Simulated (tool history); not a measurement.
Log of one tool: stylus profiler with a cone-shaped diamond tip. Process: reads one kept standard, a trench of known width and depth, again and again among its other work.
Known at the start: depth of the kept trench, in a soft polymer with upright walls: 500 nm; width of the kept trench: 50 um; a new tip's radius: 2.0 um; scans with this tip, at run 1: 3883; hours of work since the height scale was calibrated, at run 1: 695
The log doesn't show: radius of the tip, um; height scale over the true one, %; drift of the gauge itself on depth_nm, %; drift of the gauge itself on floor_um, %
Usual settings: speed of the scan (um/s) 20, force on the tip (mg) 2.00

run	day	speed of the scan (um/s)	force on the tip (mg)	scans with this tip	hours of work since the height scale was calibrated	depth of the trench (angstrom)	width of the trench's floor (µm)
1	0.000	20	2.00	3883	695	5042.6	46.75
2	2.012	20	2.00	4037	722	5046.8	46.72
3	3.383	20	2.00	4143	741	5045.5	46.74
4	5.325	11	2.00	4291	768	5044.2	46.73
5	7.654	20	2.64	4470	800	5056.4	46.70
6	10.208	20	1.15	4666	835	5023.8	46.66
7	12.762	20	1.31	4862	870	5028.3	46.60
8	14.517	20	1.31	4996	894	5032.0	46.62
9	16.871	20	1.31	5177	926	5028.3	46.57
10	19.458	20	1.31	5375	962	5028.0	46.57
11	21.350	20	1.31	5520	988	5027.9	46.55
12	22.850	20	1.31	5635	1008	5026.0	46.52
13	24.433	11	0.73	5756	1030	5013.4	46.56
14	26.788	14	2.29	5937	1062	5049.1	46.57
15	28.196	15	3.64	6045	1081	5069.8	46.62
16	30.050	27	1.11	6187	1107	5023.1	46.40
17	32.733	5	1.17	6393	1144	5023.1	46.62
18	34.671	5	1.17	6541	1170	5020.4	46.57
19	36.358	31	0.78	6671	1193	5016.3	46.24
20	38.288	31	0.78	6819	1220	5012.8	46.23
21	40.325	20	5.93	6975	1248	5101.0	46.51

The next listed run, before its measurement:
22	42.667	8	0.83	7154	1280	?	?

{"run 22": {"depth of the trench (angstrom)": 5014.8, "width of the trench's floor (µm)": 46.4}}
Without the tool's hidden state the same run would have given depth of the trench (angstrom) 5032.2, width of the trench's floor (µm) 47.20.
